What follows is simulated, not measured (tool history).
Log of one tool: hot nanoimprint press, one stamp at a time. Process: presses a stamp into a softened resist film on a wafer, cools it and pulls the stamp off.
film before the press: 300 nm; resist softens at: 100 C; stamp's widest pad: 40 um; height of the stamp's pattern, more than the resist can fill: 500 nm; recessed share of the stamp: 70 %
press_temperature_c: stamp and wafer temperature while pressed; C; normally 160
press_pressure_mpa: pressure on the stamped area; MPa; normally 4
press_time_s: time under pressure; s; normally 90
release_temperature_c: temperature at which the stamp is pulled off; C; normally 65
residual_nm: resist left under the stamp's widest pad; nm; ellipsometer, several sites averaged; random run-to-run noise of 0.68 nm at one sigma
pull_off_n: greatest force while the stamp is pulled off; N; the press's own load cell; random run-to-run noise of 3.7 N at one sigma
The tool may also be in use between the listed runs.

run 1 hour=0 | press_temperature_c=160 press_pressure_mpa=4 press_time_s=90 release_temperature_c=65 | residual_nm=133.4 pull_off_n=255
run 2 hour=8.3 | press_temperature_c=160 press_pressure_mpa=4 press_time_s=90 release_temperature_c=65 | residual_nm=132.9 pull_off_n=266
run 3 hour=18.9 | press_temperature_c=160 press_pressure_mpa=4 press_time_s=90 release_temperature_c=71 | residual_nm=132.8 pull_off_n=221
run 4 hour=27.9 | press_temperature_c=167 press_pressure_mpa=4 press_time_s=90 release_temperature_c=71 | residual_nm=92.9 pull_off_n=232
run 5 hour=37 | press_temperature_c=167 press_pressure_mpa=4 press_time_s=90 release_temperature_c=71 | residual_nm=92.2 pull_off_n=217
run 6 hour=48.9 | press_temperature_c=167 press_pressure_mpa=4 press_time_s=90 release_temperature_c=71 | residual_nm=92.6 pull_off_n=223
run 7 hour=55.8 | press_temperature_c=167 press_pressure_mpa=4 press_time_s=90 release_temperature_c=71 | residual_nm=91.8 pull_off_n=223
run 8 hour=64 | press_temperature_c=167 press_pressure_mpa=4 press_time_s=90 release_temperature_c=71 | residual_nm=93 pull_off_n=218
run 9 hour=79.6 | press_temperature_c=167 press_pressure_mpa=4 press_time_s=90 release_temperature_c=71 | residual_nm=92 pull_off_n=228
run 10 hour=94.3 | press_temperature_c=167 press_pressure_mpa=4 press_time_s=90 release_temperature_c=71 | residual_nm=92.1 pull_off_n=232
run 11 hour=103.7 | press_temperature_c=167 press_pressure_mpa=4 press_time_s=90 release_temperature_c=71 | residual_nm=91.8 pull_off_n=223
run 12 hour=118.6 | press_temperature_c=160 press_pressure_mpa=4 press_time_s=90 release_temperature_c=61 | residual_nm=132 pull_off_n=305
run 13 hour=129 | press_temperature_c=160 press_pressure_mpa=4 press_time_s=90 release_temperature_c=61 | residual_nm=131.9 pull_off_n=296
run 14 hour=140.7 | press_temperature_c=166 press_pressure_mpa=4 press_time_s=90 release_temperature_c=61 | residual_nm=96 pull_off_n=302
run 15 hour=156.4 | press_temperature_c=166 press_pressure_mpa=4 press_time_s=90 release_temperature_c=61 | residual_nm=97 pull_off_n=295
run 16 hour=163.1 | press_temperature_c=153 press_pressure_mpa=4 press_time_s=83 release_temperature_c=65 | residual_nm=188.5 pull_off_n=271
run 17 hour=173.1 | press_temperature_c=169 press_pressure_mpa=4 press_time_s=90 release_temperature_c=65 | residual_nm=83.4 pull_off_n=267
run 18 hour=185.1 | press_temperature_c=170 press_pressure_mpa=4 press_time_s=90 release_temperature_c=65 | residual_nm=78 pull_off_n=277
run 19 hour=195.4 | press_temperature_c=153 press_pressure_mpa=4 press_time_s=90 release_temperature_c=60 | residual_nm=183.7 pull_off_n=313
run 20 hour=207.6 | press_temperature_c=153 press_pressure_mpa=4 press_time_s=90 release_temperature_c=60 | residual_nm=184.7 pull_off_n=314
run 21 hour=223 | press_temperature_c=153 press_pressure_mpa=4 press_time_s=90 release_temperature_c=60 | residual_nm=184.9 pull_off_n=305
run 22 hour=231.4 | press_temperature_c=153 press_pressure_mpa=4 press_time_s=90 release_temperature_c=60 | residual_nm=184.7 pull_off_n=316
run 23 hour=237.8 | press_temperature_c=160 press_pressure_mpa=4.59 press_time_s=103 release_temperature_c=51 | residual_nm=115.7 pull_off_n=374
run 24 hour=247 | press_temperature_c=160 press_pressure_mpa=3.13 press_time_s=84 release_temperature_c=51 | residual_nm=151.6 pull_off_n=373
run 25 hour=256.7 | press_temperature_c=160 press_pressure_mpa=3.13 press_time_s=84 release_temperature_c=51 | residual_nm=151.1 pull_off_n=374
run 26 hour=266.2 | press_temperature_c=160 press_pressure_mpa=3.13 press_time_s=84 release_temperature_c=51 | residual_nm=150.9 pull_off_n=387
run 27 hour=275.4 | press_temperature_c=161 press_pressure_mpa=3.13 press_time_s=98 release_temperature_c=51 | residual_nm=136.3 pull_off_n=380
run 28 hour=281.9 | press_temperature_c=161 press_pressure_mpa=3.13 press_time_s=140 release_temperature_c=60 | residual_nm=120 pull_off_n=316
run 29 hour=288.9 | press_temperature_c=163 press_pressure_mpa=2.49 press_time_s=90 release_temperature_c=65 | residual_nm=141.9 pull_off_n=292

The logged runs with the hidden state left out (each run's random variation unchanged):
What the log doesn't record here: true temperature over the reading, C; pressure that arrives at the usual setting, %; grip of the stamp's worn release coat, % over a new coat's; drift of the gauge itself on residual_nm, %; drift of the gauge itself on pull_off_n, %.
run=1 residual_nm=136.9 pull_off_n=175
run=2 residual_nm=136.4 pull_off_n=182
run=3 residual_nm=136.4 pull_off_n=151
run=4 residual_nm=95.4 pull_off_n=158
run=5 residual_nm=94.8 pull_off_n=148
run=6 residual_nm=95.3 pull_off_n=151
run=7 residual_nm=94.5 pull_off_n=151
run=8 residual_nm=95.7 pull_off_n=147
run=9 residual_nm=94.9 pull_off_n=152
run=10 residual_nm=95 pull_off_n=155
run=11 residual_nm=94.8 pull_off_n=149
run=12 residual_nm=136.5 pull_off_n=202
run=13 residual_nm=136.5 pull_off_n=194
run=14 residual_nm=99.4 pull_off_n=197
run=15 residual_nm=100.5 pull_off_n=192
run=16 residual_nm=194.4 pull_off_n=177
run=17 residual_nm=86.5 pull_off_n=173
run=18 residual_nm=80.9 pull_off_n=179
run=19 residual_nm=190 pull_off_n=201
run=20 residual_nm=191.2 pull_off_n=200
run=21 residual_nm=191.5 pull_off_n=194
run=22 residual_nm=191.5 pull_off_n=201
run=23 residual_nm=120.7 pull_off_n=236
run=24 residual_nm=157.7 pull_off_n=236
run=25 residual_nm=157.3 pull_off_n=235
run=26 residual_nm=157.2 pull_off_n=243
run=27 residual_nm=142.3 pull_off_n=238
run=28 residual_nm=125.6 pull_off_n=198
run=29 residual_nm=148.1 pull_off_n=183

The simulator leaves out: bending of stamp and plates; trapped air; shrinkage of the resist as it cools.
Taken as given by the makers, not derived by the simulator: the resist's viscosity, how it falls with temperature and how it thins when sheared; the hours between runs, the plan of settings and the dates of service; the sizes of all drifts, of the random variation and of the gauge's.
